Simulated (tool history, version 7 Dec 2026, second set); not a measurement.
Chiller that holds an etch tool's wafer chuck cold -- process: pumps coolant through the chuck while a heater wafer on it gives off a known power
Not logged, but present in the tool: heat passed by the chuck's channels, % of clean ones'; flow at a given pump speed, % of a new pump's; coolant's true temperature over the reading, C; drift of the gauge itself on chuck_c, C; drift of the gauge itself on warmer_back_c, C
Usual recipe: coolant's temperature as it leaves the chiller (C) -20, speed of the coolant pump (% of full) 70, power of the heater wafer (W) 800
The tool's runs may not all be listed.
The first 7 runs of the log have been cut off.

run,hour,coolant's temperature as it leaves the chiller (C),speed of the coolant pump (% of full),power of the heater wafer (W),hours since the coolant was changed and the channels were flushed,hours since the pump was overhauled,hours since the chiller's thermometer was calibrated,chuck's temperature once it has settled (C),how much warmer the coolant comes back (C)
8,466.2,-20,70,800,5345,2489,1285,-14,2.29
9,557.3,-27,70,800,5436,2580,1376,-21.1,2.3
10,647.4,-17,70,800,5526,2670,1466,-10.9,2.29
11,718.9,-20,70,800,5598,2741,1538,-14.1,2.3
12,762.8,-20,70,800,5642,2785,1582,-13.9,2.33
13,836.5,-20,70,800,5715,2859,1655,-14.1,2.34
14,901.3,-20,70,800,5780,2924,1720,-13.8,2.27
15,965.1,-20,70,800,5844,2988,1784,-14.1,2.32
16,1049.3,-20,70,800,5928,3072,1868,-14,2.27
17,1132,-16,73,469,6011,3155,1951,-12.5,1.32
18,1213.1,-23,82,685,6092,3236,2032,-18.2,1.71
19,1308.4,-14,68,506,6187,3331,2127,-10,1.55
20,1383.3,-21,91,978,6262,3406,2202,-14.9,2.1
21,1449.1,-21,91,978,6328,3472,2268,-15,2.07
22,1535.2,-13,60,605,6414,3558,2354,-7.8,2.1
# hour 1582.7: coolant changed, channels flushed
23,1608.3,-13,60,605,26,3625,2421,-8.2,2.1
24,1663.4,-13,89,1095,81,3680,2476,-6.5,2.47
25,1742.5,-20,99,800,160,3759,2555,-15.7,1.58
26,1822.6,-11,61,800,240,3839,2635,-4.7,2.69
27,1919.8,-27,71,656,337,3936,2733,-22.3,1.89
28,1984.2,-19,78,736,401,4001,2797,-14.1,1.94
29,2069.3,-20,76,800,487,4086,2882,-14.6,2.1
30,2134.4,-23,70,800,552,4151,2947,-17.2,2.37
31,2218.8,-17,61,1034,636,4235,3032,-8.8,3.52
32,2286,-21,64,635,703,4303,3099,-15.8,2.04

Predict each of these 4 candidate next runs independently; none follows another, all start after run 32:
A,2367.5,-20,70,412,785,4384,3180,?,?
B,2367.5,-18,69,1085,785,4384,3180,?,?
C,2367.5,-15,73,635,785,4384,3180,?,?
D,2367.5,-11,64,635,785,4384,3180,?,?

run,chuck's temperature once it has settled (C),how much warmer the coolant comes back (C)
A,-16.7,1.15
B,-9.9,3.22
C,-10.5,1.76
D,-5.9,2.05
Stripped of hidden state, with their random variation kept, the same runs would have yielded:
run,chuck's temperature once it has settled (C),how much warmer the coolant comes back (C)
A,-17.2,1.1
B,-10.5,3.09
C,-11,1.69
D,-6.4,1.96
